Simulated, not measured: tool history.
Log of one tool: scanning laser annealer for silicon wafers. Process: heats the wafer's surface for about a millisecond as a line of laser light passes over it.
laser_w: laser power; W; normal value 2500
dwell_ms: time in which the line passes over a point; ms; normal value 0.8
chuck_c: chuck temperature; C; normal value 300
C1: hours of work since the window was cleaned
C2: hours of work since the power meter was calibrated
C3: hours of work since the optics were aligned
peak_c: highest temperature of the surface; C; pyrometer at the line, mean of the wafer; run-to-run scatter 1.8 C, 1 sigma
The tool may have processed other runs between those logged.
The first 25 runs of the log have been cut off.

run 26 hour=512.6 | laser_w=2390 dwell_ms=0.59 chuck_c=288 | C1=72 C2=726 C3=249 | peak_c=876
run 27 hour=536.5 | laser_w=2652 dwell_ms=0.8 chuck_c=323 | C1=89 C2=742 C3=265 | peak_c=1088
run 28 hour=559.5 | laser_w=2652 dwell_ms=0.8 chuck_c=323 | C1=105 C2=758 C3=282 | peak_c=1089
run 29 hour=574.5 | laser_w=2479 dwell_ms=0.793 chuck_c=323 | C1=115 C2=769 C3=292 | peak_c=1018
run 30 hour=604 | laser_w=2744 dwell_ms=0.572 chuck_c=298 | C1=136 C2=789 C3=312 | peak_c=983
run 31 hour=618 | laser_w=2500 dwell_ms=0.8 chuck_c=322 | C1=145 C2=799 C3=322 | peak_c=1028
run 32 hour=634.1 | laser_w=2496 dwell_ms=0.826 chuck_c=322 | C1=157 C2=810 C3=333 | peak_c=1038
run 33 hour=651.1 | laser_w=2496 dwell_ms=0.826 chuck_c=322 | C1=168 C2=822 C3=345 | peak_c=1035
run 34 hour=673.3 | laser_w=2500 dwell_ms=0.762 chuck_c=264 | C1=184 C2=837 C3=361 | peak_c=957
run 35 hour=690.6 | laser_w=2500 dwell_ms=0.762 chuck_c=264 | C1=196 C2=849 C3=373 | peak_c=953

Predict the results of run 36:
run 36 hour=708 | laser_w=2399 dwell_ms=0.602 chuck_c=264 | C1=208 C2=861 C3=385 | peak_c=?

Run 36 gave peak_c 856 C.
If the tool had no hidden condition, the same run with the same run-to-run variation would have returned peak_c 869 C.
